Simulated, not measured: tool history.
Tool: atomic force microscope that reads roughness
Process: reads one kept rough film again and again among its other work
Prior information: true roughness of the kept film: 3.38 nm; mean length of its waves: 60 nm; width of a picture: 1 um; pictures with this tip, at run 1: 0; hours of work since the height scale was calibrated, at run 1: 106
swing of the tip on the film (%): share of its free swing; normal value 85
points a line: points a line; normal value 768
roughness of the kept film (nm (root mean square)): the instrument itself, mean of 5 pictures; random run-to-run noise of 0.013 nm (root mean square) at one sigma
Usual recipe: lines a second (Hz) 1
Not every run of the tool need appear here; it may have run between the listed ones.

run	hour	lines a second (Hz)	swing of the tip on the film (%)	points a line	pictures with this tip	hours of work since the height scale was calibrated	roughness of the kept film (nm (root mean square))
1	0	1	85	768	0	106	3.142
2	10.4	1	85	768	27	115	3.117
3	17.9	1	85	768	45	120	3.14
4	27.7	1	85	768	70	128	3.125
5	35.2	1	71	768	89	134	3.209
6	39.7	1	71	768	101	137	3.161
7	50.4	1	71	768	128	146	3.152
8	55.9	1	71	768	142	150	3.182
9	63.4	1	71	768	161	156	3.153
10	68.4	1	71	768	174	160	3.157
11	78.6	1	85	310	200	168	3.104
12	83.5	1	85	310	212	171	3.082
13	88.3	1	85	310	224	175	3.056
14	93.8	1	85	768	238	179	3.055
15	99.5	1	85	768	252	184	3.068
16	107.6	1	82	502	273	190	3.043
# hour 109.1: new tip fitted
17	117.2	2.5	85	768	20	197	2.979
18	124.9	2.5	85	768	40	203	2.974
# hour 126.3: height scale calibrated on a step standard
19	131.2	2.5	85	768	53	4	2.988
20	140	2.45	75	525	76	11	3.085
21	145.9	2.45	75	525	90	15	3.086
22	150.9	0.82	65	768	103	19	3.206
23	157.8	0.79	65	362	121	24	3.234
# hour 160.8: height scale calibrated on a step standard, once more
24	163.3	1.91	74	676	132	2	3.1
25	170.5	1	85	668	151	8	3.107
26	176.4	0.82	69	677	165	12	3.175
27	184	0.82	69	677	185	18	3.145
28	193.9	3.39	65	386	210	26	3.059
29	199	1	66	334	223	30	3.162
30	209.7	1	66	334	250	38	3.148

Branching from run 30: 5 alternative next runs. What would each branch give?
A	216.4	0.55	75	744	267	43	?
B	216.4	1	85	332	267	43	?
C	216.4	1.33	74	708	267	43	?
D	216.4	1	85	549	267	43	?
E	216.4	1	76	334	267	43	?

run	roughness of the kept film (nm (root mean square))
A	3.139
B	3.059
C	3.093
D	3.079
E	3.094
The same runs, with their run-to-run variation unchanged, on a tool lacking any hidden condition would have given:
run	roughness of the kept film (nm (root mean square))
A	3.246
B	3.162
C	3.197
D	3.183
E	3.199

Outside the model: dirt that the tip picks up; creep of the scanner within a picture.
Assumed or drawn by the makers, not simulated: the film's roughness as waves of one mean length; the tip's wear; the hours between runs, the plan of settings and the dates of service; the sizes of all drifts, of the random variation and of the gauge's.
